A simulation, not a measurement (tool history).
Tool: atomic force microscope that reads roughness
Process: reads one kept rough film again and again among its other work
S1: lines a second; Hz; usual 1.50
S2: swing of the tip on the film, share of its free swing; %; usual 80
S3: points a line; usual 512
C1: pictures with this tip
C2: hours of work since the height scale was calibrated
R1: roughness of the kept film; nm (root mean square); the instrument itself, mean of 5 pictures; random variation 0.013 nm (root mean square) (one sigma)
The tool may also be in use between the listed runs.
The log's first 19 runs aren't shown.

run   hour    S1  S2   S3   C1   C2     R1
 20  130.0  1.50  80  512  104  271  3.022
 21  134.2  1.50  80  512  111  274  3.025
 22  140.7  0.65  69  640  123  278  3.130
 23  147.0  0.65  69  640  134  283  3.124
 24  154.2  0.65  69  640  147  288  3.132
 25  160.7  2.26  65  512  159  293  3.034
 26  167.4  2.26  65  512  171  297  3.044
 27  174.8  1.50  64  512  185  303  3.065
 28  182.9  1.50  64  512  199  308  3.075
 29  188.9  0.87  80  544  210  313  3.033
 30  195.2  2.08  80  512  221  317  2.919
 31  203.8  1.80  80  512  237  323  2.933
 32  208.3  1.80  80  512  245  326  2.923
 33  216.2  1.99  80  732  259  332  2.916
 34  224.9  1.50  59  528  275  338  3.029
 35  234.9  1.23  84  475  293  345  2.922
     236.8  -- new tip fitted
 36  240.3  2.87  80  512    6  349  2.940
 37  247.3  1.50  66  361   19  354  3.142
 38  252.0  1.50  80  394   27  357  3.082
 39  260.9  3.16  80  512   43  363  2.914
 40  270.9  2.89  61  512   61  371  3.109
 41  278.6  2.89  61  512   75  376  3.101
 42  287.4  2.39  61  512   91  382  3.101

Forecast each of these 4 alternatives for the next run:
  A  293.1  0.67  61  676  101  386   ?
  B  293.1  1.06  68  927  101  386   ?
  C  293.1  1.46  57  324  101  386   ?
  D  293.1  0.61  56  512  101  386   ?

run     R1
  A  3.155
  B  3.125
  C  3.137
  D  3.165
Without the tool's hidden state the same runs would have given:
run     R1
  A  3.200
  B  3.169
  C  3.182
  D  3.210

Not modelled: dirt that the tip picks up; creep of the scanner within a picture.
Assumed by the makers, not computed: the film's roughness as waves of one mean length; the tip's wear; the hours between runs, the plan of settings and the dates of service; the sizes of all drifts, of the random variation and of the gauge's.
